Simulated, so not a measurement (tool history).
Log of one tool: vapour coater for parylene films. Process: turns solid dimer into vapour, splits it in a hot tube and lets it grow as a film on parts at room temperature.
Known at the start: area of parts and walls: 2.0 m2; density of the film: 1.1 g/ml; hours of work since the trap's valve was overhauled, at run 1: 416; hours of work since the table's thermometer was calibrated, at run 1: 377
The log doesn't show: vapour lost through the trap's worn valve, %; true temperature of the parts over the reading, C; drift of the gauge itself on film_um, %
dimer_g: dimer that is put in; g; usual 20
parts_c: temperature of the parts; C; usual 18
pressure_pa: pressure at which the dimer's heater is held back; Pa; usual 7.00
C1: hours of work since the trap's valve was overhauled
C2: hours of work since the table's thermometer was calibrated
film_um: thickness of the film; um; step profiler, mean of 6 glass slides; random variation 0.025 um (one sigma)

Run 1, hour 0.0: usual settings; C1 416; C2 377. Result: film_um 5.41 um.
Run 2, hour 22.7: usual settings; C1 427; C2 388. Result: film_um 5.44 um.
Run 3, hour 35.3: usual settings; C1 433; C2 394. Result: film_um 5.38 um.
Run 4, hour 53.7: usual settings; C1 442; C2 402. Result: film_um 5.40 um.
Run 5, hour 68.9: usual settings but parts_c 12 C; C1 449; C2 410. Result: film_um 6.14 um.
Run 6, hour 90.3: usual settings but parts_c 12 C; C1 459; C2 419. Result: film_um 6.16 um.
Run 7, hour 103.3: usual settings but parts_c 12 C; C1 465; C2 426. Result: film_um 6.18 um.
Run 8, hour 116.2: usual settings but parts_c 12 C; C1 471; C2 432. Result: film_um 6.13 um.
Run 9, hour 141.7: usual settings but dimer_g 18 g; C1 483; C2 444. Result: film_um 4.83 um.
Run 10, hour 170.0: usual settings but dimer_g 18 g; C1 496; C2 457. Result: film_um 4.85 um.
Run 11, hour 187.5: usual settings but dimer_g 18 g; C1 504; C2 465. Result: film_um 4.84 um.
Run 12, hour 201.8: usual settings but dimer_g 18 g; C1 511; C2 472. Result: film_um 4.84 um.
Run 13, hour 221.7: usual settings but dimer_g 18 g; C1 520; C2 481. Result: film_um 4.78 um.
Run 14, hour 241.7: usual settings but dimer_g 18 g; C1 530; C2 490. Result: film_um 4.83 um.
Run 15, hour 263.1: usual settings; C1 540; C2 500. Result: film_um 5.32 um.
Run 16, hour 284.3: usual settings; C1 549; C2 510. Result: film_um 5.33 um.
Run 17, hour 310.9: usual settings; C1 562; C2 523. Result: film_um 5.38 um.
At hour 324.8: trap's valve overhauled.
Run 18, hour 338.5: usual settings; C1 6; C2 534. Result: film_um 5.52 um.
Run 19, hour 362.4: usual settings; C1 18; C2 545. Result: film_um 5.55 um.
Run 20, hour 392.0: usual settings; C1 31; C2 559. Result: film_um 5.57 um.
Run 21, hour 406.5: usual settings; C1 38; C2 566. Result: film_um 5.57 um.
Run 22, hour 429.6: usual settings; C1 49; C2 576. Result: film_um 5.55 um.
Run 23, hour 457.6: usual settings but parts_c 10 C; C1 62; C2 589. Result: film_um 6.61 um.
Run 24, hour 470.3: usual settings but dimer_g 27 g; C1 68; C2 595. Result: film_um 7.43 um.
Run 25, hour 496.1: usual settings but dimer_g 11 g; C1 80; C2 607. Result: film_um 3.04 um.
Run 26, hour 511.6: usual settings but dimer_g 11 g, pressure_pa 10.54 Pa; C1 87; C2 615. Result: film_um 2.84 um.
Run 27, hour 541.6: usual settings but dimer_g 10 g, parts_c 20 C, pressure_pa 10.54 Pa; C1 101; C2 629. Result: film_um 2.46 um.
Run 28, hour 568.0: usual settings but dimer_g 10 g, parts_c 20 C, pressure_pa 10.54 Pa; C1 114; C2 641. Result: film_um 2.46 um.
Run 29, hour 590.1: usual settings but parts_c 11 C, pressure_pa 5.32 Pa; C1 124; C2 651. Result: film_um 6.79 um.
Run 30, hour 608.4: usual settings but dimer_g 11 g, parts_c 29 C, pressure_pa 2.17 Pa; C1 133; C2 660. Result: film_um 2.87 um.
Run 31, hour 625.4: usual settings but dimer_g 23 g, pressure_pa 3.57 Pa; C1 141; C2 668. Result: film_um 7.06 um.
Run 32, hour 649.2: usual settings but dimer_g 14 g, parts_c 14 C, pressure_pa 3.57 Pa; C1 152; C2 679. Result: film_um 4.75 um.
Run 33, hour 674.3: usual settings but dimer_g 11 g, parts_c 14 C, pressure_pa 3.57 Pa; C1 163; C2 691. Result: film_um 3.71 um.
Run 34, hour 697.4: usual settings but dimer_g 11 g, parts_c 14 C, pressure_pa 3.57 Pa; C1 174; C2 702. Result: film_um 3.73 um.
Run 35, hour 715.3: usual settings but dimer_g 31 g, pressure_pa 9.20 Pa; C1 183; C2 710. Result: film_um 8.12 um.
Run 36, hour 742.3: usual settings but dimer_g 31 g, pressure_pa 9.20 Pa; C1 195; C2 723. Result: film_um 8.07 um.
Run 37, hour 771.9: usual settings but dimer_g 31 g, pressure_pa 9.20 Pa; C1 209; C2 737. Result: film_um 8.04 um.
Run 38, hour 799.5: usual settings but dimer_g 31 g, parts_c 11 C, pressure_pa 9.20 Pa; C1 222; C2 749. Result: film_um 9.48 um.
Run 39, hour 819.4: usual settings but dimer_g 34 g, parts_c 19 C, pressure_pa 11.85 Pa; C1 231; C2 759. Result: film_um 8.24 um.
Run 40, hour 844.2: usual settings but dimer_g 25 g, pressure_pa 5.31 Pa; C1 243; C2 770. Result: film_um 7.12 um.
Run 41, hour 873.2: usual settings but dimer_g 25 g, pressure_pa 5.31 Pa; C1 257; C2 784. Result: film_um 7.10 um.
Run 42, hour 899.5: usual settings but dimer_g 25 g, pressure_pa 5.31 Pa; C1 269; C2 796. Result: film_um 7.15 um.
Run 43, hour 913.6: usual settings but dimer_g 25 g, pressure_pa 5.31 Pa; C1 275; C2 803. Result: film_um 7.05 um.
Run 44, hour 941.1: usual settings but dimer_g 8 g, pressure_pa 2.46 Pa; C1 288; C2 816. Result: film_um 2.59 um.
Run 45, hour 966.1: usual settings but dimer_g 13 g, parts_c 17 C, pressure_pa 9.95 Pa; C1 300; C2 827. Result: film_um 3.41 um.
Run 46, hour 984.4: usual settings but dimer_g 13 g, parts_c 25 C, pressure_pa 2.66 Pa; C1 309; C2 836. Result: film_um 3.54 um.
Run 47, hour 998.0: usual settings but dimer_g 13 g, parts_c 11 C, pressure_pa 2.66 Pa; C1 315; C2 842. Result: film_um 4.82 um.
Run 48, hour 1022.6: usual settings but dimer_g 13 g, parts_c 11 C, pressure_pa 2.66 Pa; C1 326; C2 854. Result: film_um 4.89 um.

3 ways to go on from here, each from the tool as it stands after run 48. What would each give?
Run A, hour 1040.2: usual settings but dimer_g 13 g, parts_c 11 C, pressure_pa 7.48 Pa; C1 335; C2 862. Result: film_um ?.
Run B, hour 1040.2: usual settings but dimer_g 30 g, parts_c 11 C, pressure_pa 2.66 Pa; C1 335; C2 862. Result: film_um ?.
Run C, hour 1040.2: usual settings but dimer_g 27 g, parts_c 10 C, pressure_pa 2.66 Pa; C1 335; C2 862. Result: film_um ?.

run  film_um
  A     4.06
  B    11.23
  C    10.28
Without the tool's hidden state the same runs would have given:
run  film_um
  A     4.24
  B    11.74
  C    10.75
